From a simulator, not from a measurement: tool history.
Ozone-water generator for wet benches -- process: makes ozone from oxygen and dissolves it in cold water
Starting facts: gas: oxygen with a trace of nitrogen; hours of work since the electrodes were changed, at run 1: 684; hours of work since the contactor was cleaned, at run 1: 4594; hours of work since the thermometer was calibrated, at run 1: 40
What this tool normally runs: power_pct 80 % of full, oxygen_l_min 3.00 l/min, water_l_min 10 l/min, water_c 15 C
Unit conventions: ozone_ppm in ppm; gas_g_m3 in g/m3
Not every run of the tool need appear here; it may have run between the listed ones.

run	hour	power_pct	oxygen_l_min	water_l_min	water_c	hours of work since the electrodes were changed	hours of work since the contactor was cleaned	hours of work since the thermometer was calibrated	ozone_ppm	gas_g_m3
1	0.0	80	3.00	10	15	684	4594	40	28.5	258.7
2	17.4	80	3.00	10	15	699	4608	55	28.9	259.5
3	35.7	80	3.00	10	15	714	4624	70	28.9	258.9
4	66.5	46	3.00	10	15	740	4650	96	18.7	169.4
5	87.3	66	3.00	10	15	758	4667	114	24.5	222.6
6	118.8	80	3.00	10	15	784	4694	140	28.6	259.6
7	143.6	80	3.00	8	15	805	4715	161	34.5	258.0
8	159.4	80	3.00	8	15	818	4728	175	34.2	261.4
9	191.0	80	3.00	10	15	845	4755	201	28.6	259.5
# hour 205.8: contactor cleaned
10	215.7	80	3.00	10	15	862	8	219	31.2	260.9
11	245.1	80	3.00	10	15	887	33	243	31.5	261.2
12	258.9	80	3.00	10	15	899	45	255	31.2	257.9
13	272.6	80	3.00	10	15	910	56	267	31.3	258.4
14	292.9	80	3.00	10	13	928	73	284	32.0	260.2
15	315.7	80	3.00	10	13	947	93	303	32.3	257.3
16	346.9	80	1.74	10	15	973	119	329	29.0	332.6
17	371.3	80	1.74	10	15	994	140	350	28.4	337.1
18	390.5	80	1.74	8	10	1010	156	366	37.4	334.6
19	418.0	74	1.77	7	17	1033	179	389	36.3	312.3
20	449.8	77	2.17	10	8	1060	206	416	31.2	289.7
21	480.3	80	1.62	10	15	1086	231	442	28.4	343.7
22	497.0	80	1.62	10	15	1100	246	456	28.5	348.0
23	520.1	49	2.29	7	8	1119	265	475	30.5	200.7
24	549.4	49	2.29	7	8	1144	290	500	30.2	201.0
25	574.7	49	2.29	7	8	1165	311	521	30.6	202.7
26	605.1	49	2.29	7	8	1191	337	547	30.4	202.3
27	625.2	49	2.29	15	8	1208	354	564	15.1	199.0
28	647.2	47	2.29	9	21	1226	372	582	19.9	191.3
29	678.9	47	5.02	10	21	1253	399	609	18.3	133.8
30	694.2	47	5.02	10	21	1266	412	622	18.2	133.0
31	722.9	53	2.29	11	15	1290	436	646	20.1	214.1
32	752.8	79	2.29	7	22	1315	461	671	35.6	288.1
33	782.9	50	3.52	7	22	1341	487	697	23.9	164.5
34	808.4	43	3.00	10	21	1362	508	718	17.1	159.1

3 ways to go on from here, each from the tool as it stands after run 34. What would each give?
A	830.7	46	3.34	10	7	1381	527	737	?	?
B	830.7	80	1.87	13	15	1381	527	737	?	?
C	830.7	73	3.39	10	19	1381	527	737	?	?

run	ozone_ppm	gas_g_m3
A	22.6	159.0
B	22.3	318.9
C	26.8	226.5
Had the tool no hidden state, the same runs would have come out as:
run	ozone_ppm	gas_g_m3
A	23.3	162.9
B	23.5	331.9
C	28.1	235.1
